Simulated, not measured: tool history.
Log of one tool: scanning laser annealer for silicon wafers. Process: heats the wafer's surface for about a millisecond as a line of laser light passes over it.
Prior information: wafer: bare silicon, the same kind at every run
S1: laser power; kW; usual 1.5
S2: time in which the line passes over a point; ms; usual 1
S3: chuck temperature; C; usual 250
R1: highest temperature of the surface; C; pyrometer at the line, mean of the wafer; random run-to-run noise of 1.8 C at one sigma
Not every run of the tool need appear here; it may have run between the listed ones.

{"run": 1, "hour": 0.0, "S1": 1.5, "S2": 1, "S3": 250, "R1": 967}
{"run": 2, "hour": 5.6, "S1": 1.5, "S2": 1, "S3": 250, "R1": 967}
{"run": 3, "hour": 17.4, "S1": 1.5, "S2": 1, "S3": 250, "R1": 966}
{"run": 4, "hour": 23.6, "S1": 1.5, "S2": 0.78, "S3": 250, "R1": 874}
{"run": 5, "hour": 35.0, "S1": 1.5, "S2": 0.78, "S3": 250, "R1": 871}
{"run": 6, "hour": 45.5, "S1": 1.5, "S2": 1.17, "S3": 250, "R1": 1026}
{"run": 7, "hour": 51.5, "S1": 1.5, "S2": 1.17, "S3": 250, "R1": 1029}
{"hour": 55.4, "done": "laser's power meter calibrated"}
{"run": 8, "hour": 63.8, "S1": 1.532, "S2": 1.03, "S3": 250, "R1": 991}
{"run": 9, "hour": 72.8, "S1": 1.532, "S2": 1.03, "S3": 250, "R1": 994}
{"run": 10, "hour": 85.0, "S1": 1.461, "S2": 1.01, "S3": 249, "R1": 933}
{"hour": 93.3, "done": "laser's power meter calibrated, once more"}
{"run": 11, "hour": 97.0, "S1": 1.5, "S2": 0.75, "S3": 231, "R1": 844}
{"run": 12, "hour": 105.2, "S1": 1.5, "S2": 0.82, "S3": 231, "R1": 868}

Alternative continuations, all from the tool just after run 12; predict every row:
{"run": "A", "hour": 112.8, "S1": 1.5, "S2": 0.76, "S3": 231, "R1": "?"}
{"run": "B", "hour": 112.8, "S1": 1.502, "S2": 0.76, "S3": 231, "R1": "?"}
{"run": "C", "hour": 112.8, "S1": 1.495, "S2": 0.9, "S3": 228, "R1": "?"}
{"run": "D", "hour": 112.8, "S1": 1.5, "S2": 1.02, "S3": 231, "R1": "?"}

run=A R1=845
run=B R1=843
run=C R1=900
run=D R1=952
Take away the tool's hidden state, keep each run's random variation, and the runs would have read:
run=A R1=882
run=B R1=879
run=C R1=940
run=D R1=994
